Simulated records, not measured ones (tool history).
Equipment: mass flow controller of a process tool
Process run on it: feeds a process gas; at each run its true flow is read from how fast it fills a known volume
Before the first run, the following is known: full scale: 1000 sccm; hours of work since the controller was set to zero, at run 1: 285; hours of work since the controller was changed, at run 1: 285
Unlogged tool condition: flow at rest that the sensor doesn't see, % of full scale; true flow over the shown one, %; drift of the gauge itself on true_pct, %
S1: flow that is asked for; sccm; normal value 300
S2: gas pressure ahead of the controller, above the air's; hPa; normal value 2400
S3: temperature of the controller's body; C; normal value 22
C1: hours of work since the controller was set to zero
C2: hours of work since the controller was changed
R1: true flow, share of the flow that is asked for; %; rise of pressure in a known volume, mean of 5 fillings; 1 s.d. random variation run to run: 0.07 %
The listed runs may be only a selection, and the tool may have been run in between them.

run    hour   S1    S2  S3    C1    C2     R1
  1     0.0  300  2400  22   285   285  98.11
  2   447.3  300  2590  22   507   507  98.28
  3   660.3  300  2590  22   613   613  97.99
  4   949.3  300  2590  22   756   756  97.76
  5  1379.7  300  2590  22   970   970  97.91
  6  1722.2  300  2590  22  1140  1140  97.46
  7  1984.3  300  2400  22  1270  1270  97.16
  8  2404.8  300  2400  22  1479  1479  97.06
  9  2611.6  300  2400  22  1582  1582  96.88
 10  2866.5  300  2400  22  1708  1708  96.63
     2890.3  -- controller's zero set anew
 11  3080.2  534  2400  22    94  1814  97.29
 12  3459.3  534  2400  22   283  2002  97.21
 13  3719.5  143  2400  22   412  2132  93.00
     3880.1  -- controller's zero set anew, once more
 14  4195.2  143  2400  22   156  2368  96.53
 15  4454.9  143  2400  22   285  2497  96.24
 16  4837.4  143  2400  22   475  2686  95.85
 17  5093.2  300  2400  22   602  2814  96.46

Run 18 comes next. What will it give?
 18  5501.2  300  2400  22  805  3016   ?

{"run 18": {"R1": 96.49}}
Without the tool's hidden state the same run would have given R1 98.72 %.

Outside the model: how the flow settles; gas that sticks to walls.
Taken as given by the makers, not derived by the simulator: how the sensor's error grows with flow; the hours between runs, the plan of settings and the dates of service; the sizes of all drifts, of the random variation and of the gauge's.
